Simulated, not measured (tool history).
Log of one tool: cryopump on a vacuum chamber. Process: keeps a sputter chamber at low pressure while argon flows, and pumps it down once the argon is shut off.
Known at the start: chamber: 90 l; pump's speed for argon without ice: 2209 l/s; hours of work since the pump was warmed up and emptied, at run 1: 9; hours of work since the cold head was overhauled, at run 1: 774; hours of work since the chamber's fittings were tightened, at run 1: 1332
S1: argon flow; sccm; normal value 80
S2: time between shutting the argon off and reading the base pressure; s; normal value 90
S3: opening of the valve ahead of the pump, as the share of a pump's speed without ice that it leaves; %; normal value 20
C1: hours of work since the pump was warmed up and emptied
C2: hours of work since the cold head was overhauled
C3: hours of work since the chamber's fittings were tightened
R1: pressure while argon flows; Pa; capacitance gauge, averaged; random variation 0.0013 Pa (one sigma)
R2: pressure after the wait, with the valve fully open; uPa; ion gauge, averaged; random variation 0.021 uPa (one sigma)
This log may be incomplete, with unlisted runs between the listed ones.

Run 1, day 0.000: usual settings; C1 9; C2 774; C3 1332. Result: R1 0.3044 Pa, R2 1.91 uPa.
At day 0.688: leaking fittings of the chamber tightened, without venting.
Run 2, day 0.904: usual settings; C1 24; C2 789; C3 4. Result: R1 0.3074 Pa, R2 0.37 uPa.
Run 3, day 1.679: usual settings; C1 38; C2 802; C3 18. Result: R1 0.3089 Pa, R2 0.37 uPa.
Run 4, day 2.412: usual settings; C1 51; C2 816; C3 31. Result: R1 0.3061 Pa, R2 0.42 uPa.
Run 5, day 3.246: usual settings; C1 66; C2 831; C3 46. Result: R1 0.3085 Pa, R2 0.45 uPa.
Run 6, day 4.267: usual settings; C1 85; C2 849; C3 64. Result: R1 0.3091 Pa, R2 0.50 uPa.
Run 7, day 5.138: usual settings; C1 100; C2 865; C3 80. Result: R1 0.3088 Pa, R2 0.49 uPa.
Run 8, day 6.242: usual settings but S1 155 sccm, S3 18 %; C1 120; C2 885; C3 100. Result: R1 0.6578 Pa, R2 0.50 uPa.
Run 9, day 7.367: usual settings but S1 155 sccm, S2 37 s, S3 23 %; C1 140; C2 905; C3 120. Result: R1 0.5217 Pa, R2 0.85 uPa.
Run 10, day 8.346: usual settings but S1 155 sccm, S2 37 s, S3 43 %; C1 158; C2 922; C3 138. Result: R1 0.2847 Pa, R2 0.88 uPa.
Run 11, day 9.062: usual settings but S1 155 sccm, S2 37 s, S3 43 %; C1 171; C2 935; C3 151. Result: R1 0.2825 Pa, R2 0.91 uPa.
Run 12, day 9.796: usual settings but S1 155 sccm, S2 37 s, S3 43 %; C1 184; C2 949; C3 164. Result: R1 0.2845 Pa, R2 0.90 uPa.
Run 13, day 10.612: usual settings but S1 155 sccm, S2 37 s, S3 43 %; C1 199; C2 963; C3 179. Result: R1 0.2847 Pa, R2 0.90 uPa.

Below, some changes in R1 between adjacent runs. For each, the amount present without the hidden state too (settings, incoming material, random variation) and the amount remaining for the hidden state with gauge scatter not shared by both compared results:
The hidden state here: pump's speed, % of a pump's without ice; cold plate's temperature, K; leak into the chamber, uPa l/s; drift of the gauge itself on working_pa, %; drift of the gauge itself on base_upa, %.
Run 7 -> 8: S1 80 -> 155, S3 20 -> 18. R1 +0.3490 Pa: hidden state +0.0028, all else +0.3462.
